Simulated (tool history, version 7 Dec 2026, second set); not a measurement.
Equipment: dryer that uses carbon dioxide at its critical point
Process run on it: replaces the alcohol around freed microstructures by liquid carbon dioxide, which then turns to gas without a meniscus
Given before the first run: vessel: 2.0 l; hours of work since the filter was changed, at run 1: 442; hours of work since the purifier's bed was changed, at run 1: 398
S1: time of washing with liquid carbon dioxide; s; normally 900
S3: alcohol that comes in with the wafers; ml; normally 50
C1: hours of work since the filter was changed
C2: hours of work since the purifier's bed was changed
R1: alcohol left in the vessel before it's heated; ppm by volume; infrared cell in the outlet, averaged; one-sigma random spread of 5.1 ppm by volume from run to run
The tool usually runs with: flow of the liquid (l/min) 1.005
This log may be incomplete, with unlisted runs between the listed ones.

Run 1, hour 0: usual settings; C1 442; C2 398. Result: R1 255 ppm by volume.
Run 2, hour 12.3: usual settings; C1 449; C2 405. Result: R1 257 ppm by volume.
Run 3, hour 39.9: usual settings; C1 464; C2 420. Result: R1 258 ppm by volume.
Run 4, hour 59.5: usual settings; C1 474; C2 430. Result: R1 253 ppm by volume.
Run 5, hour 75.1: usual settings; C1 483; C2 439. Result: R1 259 ppm by volume.
Run 6, hour 96.7: usual settings but flow of the liquid (l/min) 1.63; C1 495; C2 451. Result: R1 164 ppm by volume.
Run 7, hour 109.8: usual settings but flow of the liquid (l/min) 1.63; C1 502; C2 458. Result: R1 163 ppm by volume.
Run 8, hour 135.2: usual settings; C1 515; C2 471. Result: R1 279 ppm by volume.
Run 9, hour 164.4: usual settings but S3 54 ml; C1 531; C2 487. Result: R1 296 ppm by volume.
Run 10, hour 183.8: usual settings but S3 54 ml; C1 542; C2 498. Result: R1 316 ppm by volume.
Run 11, hour 206.1: usual settings but S1 1140 s, flow of the liquid (l/min) 0.97; C1 554; C2 510. Result: R1 215 ppm by volume.
Run 12, hour 226.2: usual settings but S1 1200 s, flow of the liquid (l/min) 0.7, S3 35 ml; C1 565; C2 521. Result: R1 302 ppm by volume.
Run 13, hour 251.7: usual settings but S1 1200 s, flow of the liquid (l/min) 0.7, S3 35 ml; C1 579; C2 535. Result: R1 316 ppm by volume.
At hour 275.2: inlet filter changed.
Run 14, hour 282.6: usual settings but S1 1200 s, flow of the liquid (l/min) 0.84, S3 24 ml; C1 4; C2 551. Result: R1 208 ppm by volume.
Run 15, hour 309: usual settings but S1 1140 s, flow of the liquid (l/min) 0.7; C1 18; C2 565. Result: R1 303 ppm by volume.
Run 16, hour 325.3: usual settings but S1 960 s, flow of the liquid (l/min) 0.7, S3 60 ml; C1 27; C2 574. Result: R1 507 ppm by volume.
Run 17, hour 338.5: usual settings but S3 23 ml; C1 34; C2 581. Result: R1 222 ppm by volume.

4 ways to go on from here, each from the tool as it stands after run 17. What would each give?
Run A, hour 356.7: usual settings but S1 1320 s, flow of the liquid (l/min) 0.74, S3 27 ml; C1 44; C2 591. Result: R1 ?.
Run B, hour 356.7: usual settings but S1 1200 s, S3 23 ml; C1 44; C2 591. Result: R1 ?.
Run C, hour 356.7: usual settings but S1 720 s, flow of the liquid (l/min) 1.38, S3 23 ml; C1 44; C2 591. Result: R1 ?.
Run D, hour 356.7: usual settings but S1 720 s, flow of the liquid (l/min) 0.71; C1 44; C2 591. Result: R1 ?.

run   R1
  A  224
  B  210
  C  228
  D  962
The same runs, with their run-to-run variation unchanged, on a tool lacking any hidden condition would have given:
run   R1
  A   23
  B   10
  C   22
  D  717

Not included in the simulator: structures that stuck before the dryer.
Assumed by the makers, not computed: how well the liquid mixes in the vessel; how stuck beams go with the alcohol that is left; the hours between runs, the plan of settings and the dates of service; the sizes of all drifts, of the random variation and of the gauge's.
